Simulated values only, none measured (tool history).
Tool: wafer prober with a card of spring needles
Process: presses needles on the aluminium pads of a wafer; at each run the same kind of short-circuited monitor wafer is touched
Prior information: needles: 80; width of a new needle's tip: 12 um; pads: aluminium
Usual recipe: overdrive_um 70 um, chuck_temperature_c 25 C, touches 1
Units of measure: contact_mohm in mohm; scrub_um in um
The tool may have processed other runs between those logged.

run,hour,overdrive_um,chuck_temperature_c,touches,contact_mohm,scrub_um
1,0.0,70,25,1,169,14.87
# hour 6.7: tips cleaned on abrasive film
# hour 14.9: tips cleaned on abrasive film
# hour 23.2: tips cleaned on abrasive film
# hour 29.9: tips cleaned on abrasive film
# hour 38.2: tips cleaned on abrasive film
# hour 44.8: tips cleaned on abrasive film
# hour 53.1: tips cleaned on abrasive film
# hour 60.7: tips cleaned on abrasive film
2,60.7,70,109,1,184,14.95
# hour 69.0: tips cleaned on abrasive film
# hour 75.6: tips cleaned on abrasive film
# hour 83.9: tips cleaned on abrasive film
# hour 90.6: tips cleaned on abrasive film
# hour 98.9: tips cleaned on abrasive film
# hour 107.1: tips cleaned on abrasive film
3,113.2,70,87,1,181,14.86
# hour 115.0: tips cleaned on abrasive film
# hour 123.2: tips cleaned on abrasive film
# hour 131.5: tips cleaned on abrasive film
# hour 138.2: tips cleaned on abrasive film
# hour 145.8: tips cleaned on abrasive film
4,145.8,75,25,1,172,15.84
# hour 154.1: tips cleaned on abrasive film
# hour 160.8: tips cleaned on abrasive film
# hour 162.7: height of the first contact set anew
# hour 167.7: tips cleaned on abrasive film
# hour 176.0: tips cleaned on abrasive film
# hour 184.3: tips cleaned on abrasive film
# hour 191.0: tips cleaned on abrasive film
# hour 199.3: tips cleaned on abrasive film
5,205.2,68,25,1,172,14.45
# hour 206.9: tips cleaned on abrasive film
# hour 213.6: tips cleaned on abrasive film
# hour 221.9: tips cleaned on abrasive film
# hour 228.5: tips cleaned on abrasive film
6,233.4,68,25,1,167,14.45
# hour 236.7: tips cleaned on abrasive film
# hour 243.4: tips cleaned on abrasive film
# hour 251.7: tips cleaned on abrasive film
# hour 258.3: tips cleaned on abrasive film
# hour 266.6: tips cleaned on abrasive film
# hour 273.3: tips cleaned on abrasive film
# hour 279.9: tips cleaned on abrasive film
7,285.0,83,25,1,172,17.61
# hour 286.8: tips cleaned on abrasive film
# hour 295.1: tips cleaned on abrasive film
# hour 301.7: tips cleaned on abrasive film
# hour 308.4: tips cleaned on abrasive film
# hour 315.0: tips cleaned on abrasive film
# hour 323.3: tips cleaned on abrasive film
# hour 335.3: card fitted with new needles
# hour 342.0: tips cleaned on abrasive film
# hour 350.3: tips cleaned on abrasive film
# hour 356.9: tips cleaned on abrasive film
# hour 363.6: tips cleaned on abrasive film
8,365.4,83,25,1,168,17.77
# hour 370.4: tips cleaned on abrasive film
# hour 377.1: tips cleaned on abrasive film
# hour 383.7: tips cleaned on abrasive film
# hour 392.0: tips cleaned on abrasive film
# hour 400.3: tips cleaned on abrasive film
# hour 408.6: tips cleaned on abrasive film
# hour 416.9: tips cleaned on abrasive film
9,419.9,57,25,1,171,12.11
# hour 424.9: tips cleaned on abrasive film
# hour 431.6: tips cleaned on abrasive film
# hour 439.9: tips cleaned on abrasive film
# hour 446.5: tips cleaned on abrasive film
# hour 454.8: tips cleaned on abrasive film
10,455.1,50,76,1,180,10.63
# hour 461.7: tips cleaned on abrasive film
# hour 468.4: tips cleaned on abrasive film
# hour 475.0: tips cleaned on abrasive film
# hour 483.3: tips cleaned on abrasive film
11,489.2,66,36,2,171,14.00
# hour 491.0: tips cleaned on abrasive film
# hour 497.6: tips cleaned on abrasive film
# hour 505.9: tips cleaned on abrasive film
# hour 512.6: tips cleaned on abrasive film
# hour 520.9: tips cleaned on abrasive film
# hour 527.5: tips cleaned on abrasive film
# hour 535.8: tips cleaned on abrasive film
# hour 542.5: tips cleaned on abrasive film
# hour 550.7: tips cleaned on abrasive film
12,556.1,66,36,2,171,14.10
# hour 557.8: tips cleaned on abrasive film
# hour 564.5: tips cleaned on abrasive film
# hour 572.8: tips cleaned on abrasive film
# hour 581.1: tips cleaned on abrasive film
# hour 587.7: tips cleaned on abrasive film
# hour 596.0: tips cleaned on abrasive film
# hour 604.3: tips cleaned on abrasive film
13,606.7,69,33,1,169,14.78
# hour 611.7: tips cleaned on abrasive film
# hour 618.3: tips cleaned on abrasive film
# hour 625.0: tips cleaned on abrasive film
# hour 631.6: tips cleaned on abrasive film
# hour 639.9: tips cleaned on abrasive film
# hour 646.6: tips cleaned on abrasive film
# hour 653.2: tips cleaned on abrasive film
14,655.1,88,120,1,186,18.74
# hour 660.1: tips cleaned on abrasive film
# hour 666.7: tips cleaned on abrasive film
# hour 675.0: tips cleaned on abrasive film
# hour 681.7: tips cleaned on abrasive film
# hour 688.3: tips cleaned on abrasive film
# hour 696.6: tips cleaned on abrasive film
15,700.7,52,117,2,189,10.95

5 ways to go on from here, each from the tool as it stands after run 15. What would each give?
# hour 704.0: tips cleaned on abrasive film
# hour 710.7: tips cleaned on abrasive film
# hour 719.0: tips cleaned on abrasive film
# hour 725.6: tips cleaned on abrasive film
# hour 733.9: tips cleaned on abrasive film
# hour 740.6: tips cleaned on abrasive film
# hour 747.2: tips cleaned on abrasive film
A,751.5,79,92,1,?,?
# hour 704.0: tips cleaned on abrasive film
# hour 710.7: tips cleaned on abrasive film
# hour 719.0: tips cleaned on abrasive film
# hour 725.6: tips cleaned on abrasive film
# hour 733.9: tips cleaned on abrasive film
# hour 740.6: tips cleaned on abrasive film
# hour 747.2: tips cleaned on abrasive film
B,751.5,71,29,2,?,?
# hour 704.0: tips cleaned on abrasive film
# hour 710.7: tips cleaned on abrasive film
# hour 719.0: tips cleaned on abrasive film
# hour 725.6: tips cleaned on abrasive film
# hour 733.9: tips cleaned on abrasive film
# hour 740.6: tips cleaned on abrasive film
# hour 747.2: tips cleaned on abrasive film
C,751.5,69,37,1,?,?
# hour 704.0: tips cleaned on abrasive film
# hour 710.7: tips cleaned on abrasive film
# hour 719.0: tips cleaned on abrasive film
# hour 725.6: tips cleaned on abrasive film
# hour 733.9: tips cleaned on abrasive film
# hour 740.6: tips cleaned on abrasive film
# hour 747.2: tips cleaned on abrasive film
D,751.5,79,57,2,?,?
# hour 704.0: tips cleaned on abrasive film
# hour 710.7: tips cleaned on abrasive film
# hour 719.0: tips cleaned on abrasive film
# hour 725.6: tips cleaned on abrasive film
# hour 733.9: tips cleaned on abrasive film
# hour 740.6: tips cleaned on abrasive film
# hour 747.2: tips cleaned on abrasive film
E,751.5,77,117,1,?,?

run,contact_mohm,scrub_um
A,185,16.65
B,171,15.00
C,170,14.55
D,174,16.54
E,187,16.20
The same runs, with their run-to-run variation unchanged, on a tool lacking any hidden condition would have given:
run,contact_mohm,scrub_um
A,185,16.85
B,171,15.18
C,170,14.73
D,174,16.74
E,187,16.40
